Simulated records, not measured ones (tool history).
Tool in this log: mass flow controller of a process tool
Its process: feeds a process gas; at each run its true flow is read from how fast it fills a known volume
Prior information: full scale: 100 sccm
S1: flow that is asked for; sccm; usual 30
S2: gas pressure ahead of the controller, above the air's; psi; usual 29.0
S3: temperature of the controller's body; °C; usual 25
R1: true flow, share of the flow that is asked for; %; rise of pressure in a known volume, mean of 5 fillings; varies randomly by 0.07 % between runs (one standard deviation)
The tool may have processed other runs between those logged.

| run | hour | S1 | S2 | S3 | R1 |
|---|---|---|---|---|---|
| 1 | 0.0 | 30 | 29.0 | 25 | 97.77 |
| 2 | 81.1 | 30 | 29.0 | 33 | 96.94 |
| 3 | 179.9 | 30 | 29.0 | 33 | 96.98 |
| 4 | 233.4 | 30 | 29.0 | 33 | 97.01 |
| 5 | 322.9 | 30 | 36.3 | 25 | 97.71 |
| 6 | 417.1 | 30 | 36.3 | 25 | 97.64 |
|  | 424.7 | controller's zero set anew |
| 7 | 466.5 | 62 | 36.7 | 39 | 97.57 |
| 8 | 577.3 | 62 | 36.7 | 39 | 97.51 |
| 9 | 635.7 | 62 | 36.7 | 39 | 97.60 |
| 10 | 726.8 | 10 | 38.0 | 39 | 93.49 |
| 11 | 846.9 | 30 | 30.9 | 25 | 97.48 |
| 12 | 895.6 | 30 | 31.0 | 21 | 97.84 |

Forecast each of these 4 alternatives for the next run:
|  | 925.6 | controller's zero set anew, once more |
| A | 951.0 | 43 | 31.0 | 23 | ? |
|  | 925.6 | controller's zero set anew, once more |
| B | 951.0 | 30 | 36.0 | 28 | ? |
|  | 925.6 | controller's zero set anew, once more |
| C | 951.0 | 30 | 29.0 | 25 | ? |
|  | 925.6 | controller's zero set anew, once more |
| D | 951.0 | 78 | 20.5 | 24 | ? |

| run | R1 |
|---|---|
| A | 99.11 |
| B | 98.01 |
| C | 98.41 |
| D | 100.18 |
With no hidden state in the tool, these same runs would have given:
| run | R1 |
|---|---|
| A | 98.35 |
| B | 97.27 |
| C | 97.67 |
| D | 99.42 |

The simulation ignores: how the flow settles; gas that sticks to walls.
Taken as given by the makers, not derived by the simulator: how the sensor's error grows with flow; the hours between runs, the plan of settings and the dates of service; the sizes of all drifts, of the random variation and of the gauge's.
